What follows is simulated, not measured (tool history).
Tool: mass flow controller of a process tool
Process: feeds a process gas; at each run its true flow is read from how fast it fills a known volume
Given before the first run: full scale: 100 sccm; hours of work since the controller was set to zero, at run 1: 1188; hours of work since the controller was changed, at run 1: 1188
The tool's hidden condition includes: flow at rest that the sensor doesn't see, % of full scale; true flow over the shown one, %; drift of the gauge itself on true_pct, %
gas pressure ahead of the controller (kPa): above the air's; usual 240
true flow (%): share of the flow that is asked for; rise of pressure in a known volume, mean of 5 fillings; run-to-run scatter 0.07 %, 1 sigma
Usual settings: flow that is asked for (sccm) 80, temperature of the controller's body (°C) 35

| run | day | flow that is asked for (sccm) | gas pressure ahead of the controller (kPa) | temperature of the controller's body (°C) | hours of work since the controller was set to zero | hours of work since the controller was changed | true flow (%) |
|---|---|---|---|---|---|---|---|
| 1 | 0.000 | 80 | 240 | 35 | 1188 | 1188 | 98.06 |
| 2 | 9.512 | 80 | 240 | 35 | 1284 | 1284 | 98.02 |
| 3 | 16.912 | 80 | 240 | 35 | 1359 | 1359 | 97.98 |
| 4 | 25.546 | 80 | 240 | 35 | 1446 | 1446 | 97.89 |
| 5 | 32.446 | 80 | 169 | 35 | 1516 | 1516 | 98.28 |
| 6 | 38.792 | 80 | 169 | 35 | 1580 | 1580 | 98.10 |
| 7 | 44.579 | 80 | 176 | 35 | 1639 | 1639 | 98.09 |
| 8 | 53.658 | 80 | 226 | 35 | 1730 | 1730 | 97.71 |
| 9 | 64.867 | 80 | 240 | 35 | 1844 | 1844 | 97.68 |
| 10 | 73.683 | 80 | 240 | 35 | 1933 | 1933 | 97.58 |
| 11 | 78.862 | 80 | 240 | 35 | 1985 | 1985 | 97.46 |
| 12 | 88.346 | 80 | 240 | 35 | 2081 | 2081 | 97.58 |
| 13 | 94.267 | 80 | 240 | 35 | 2141 | 2141 | 97.58 |
| 14 | 100.521 | 80 | 240 | 29 | 2204 | 2204 | 97.95 |
| 15 | 105.912 | 80 | 240 | 29 | 2258 | 2258 | 97.88 |
| 16 | 116.942 | 89 | 240 | 29 | 2370 | 2370 | 98.20 |
| 17 | 126.871 | 89 | 240 | 29 | 2470 | 2470 | 98.20 |
| 18 | 133.433 | 89 | 240 | 29 | 2537 | 2537 | 98.00 |
| 19 | 140.588 | 89 | 240 | 29 | 2609 | 2609 | 97.99 |
| 20 | 146.025 | 89 | 240 | 29 | 2664 | 2664 | 97.91 |
| 21 | 156.492 | 89 | 240 | 29 | 2770 | 2770 | 97.75 |
|  | 160.021 | gauge calibrated |
| 22 | 162.212 | 89 | 240 | 29 | 2828 | 2828 | 99.11 |
| 23 | 172.500 | 89 | 240 | 29 | 2932 | 2932 | 98.85 |
| 24 | 183.625 | 80 | 240 | 21 | 3044 | 3044 | 99.43 |
| 25 | 192.838 | 16 | 148 | 35 | 3137 | 3137 | 96.05 |
| 26 | 203.100 | 20 | 175 | 35 | 3241 | 3241 | 96.10 |
| 27 | 209.717 | 89 | 156 | 28 | 3308 | 3308 | 99.14 |
| 28 | 217.579 | 89 | 156 | 28 | 3387 | 3387 | 99.05 |
| 29 | 224.488 | 89 | 156 | 28 | 3457 | 3457 | 98.95 |
| 30 | 234.083 | 26 | 240 | 35 | 3554 | 3554 | 95.68 |
| 31 | 243.029 | 13 | 187 | 36 | 3645 | 3645 | 95.32 |
| 32 | 253.221 | 78 | 240 | 35 | 3748 | 3748 | 97.34 |
| 33 | 260.450 | 80 | 253 | 35 | 3821 | 3821 | 97.28 |
| 34 | 270.100 | 80 | 194 | 35 | 3918 | 3918 | 97.54 |
| 35 | 279.142 | 23 | 240 | 35 | 4010 | 4010 | 95.23 |
| 36 | 284.625 | 80 | 183 | 35 | 4065 | 4065 | 97.41 |
| 37 | 290.596 | 80 | 183 | 35 | 4125 | 4125 | 97.36 |
| 38 | 301.321 | 10 | 242 | 33 | 4234 | 4234 | 94.81 |
| 39 | 311.058 | 10 | 242 | 33 | 4332 | 4332 | 94.73 |
| 40 | 320.012 | 10 | 242 | 33 | 4423 | 4423 | 94.59 |
| 41 | 324.992 | 10 | 151 | 27 | 4473 | 4473 | 95.54 |
| 42 | 330.317 | 10 | 151 | 27 | 4527 | 4527 | 95.56 |
| 43 | 334.838 | 80 | 210 | 31 | 4573 | 4573 | 97.37 |
| 44 | 345.592 | 17 | 164 | 30 | 4681 | 4681 | 95.46 |
| 45 | 355.412 | 17 | 164 | 30 | 4781 | 4781 | 95.18 |
| 46 | 362.596 | 51 | 232 | 26 | 4853 | 4853 | 96.34 |
| 47 | 370.929 | 80 | 146 | 35 | 4937 | 4937 | 96.92 |
| 48 | 381.988 | 13 | 212 | 28 | 5049 | 5049 | 94.93 |

Some steps in true flow (%) between neighbouring runs. How much of each would the tool show without its hidden state too (settings, what came in, random variation), and how much is left for the hidden state, with any gauge scatter that isn't in both results?
Run 8 -> 9: gas pressure ahead of the controller (kPa) 226 -> 240. true flow (%) -0.03: hidden state -0.08, all else +0.05.
Run 21 -> 22: gauge calibrated. true flow (%) +1.36: hidden state +1.20, all else +0.16.
Run 23 -> 24: flow that is asked for (sccm) 89 -> 80, temperature of the controller's body (°C) 29 -> 21. true flow (%) +0.58: hidden state -0.09, all else +0.67.
Run 24 -> 25: flow that is asked for (sccm) 80 -> 16, gas pressure ahead of the controller (kPa) 240 -> 148, temperature of the controller's body (°C) 21 -> 35. true flow (%) -3.38: hidden state -0.07, all else -3.31.
Run 26 -> 27: flow that is asked for (sccm) 20 -> 89, gas pressure ahead of the controller (kPa) 175 -> 156, temperature of the controller's body (°C) 35 -> 28. true flow (%) +3.04: hidden state -0.06, all else +3.10.
Run 29 -> 30: flow that is asked for (sccm) 89 -> 26, gas pressure ahead of the controller (kPa) 156 -> 240, temperature of the controller's body (°C) 28 -> 35. true flow (%) -3.27: hidden state -0.05, all else -3.22.
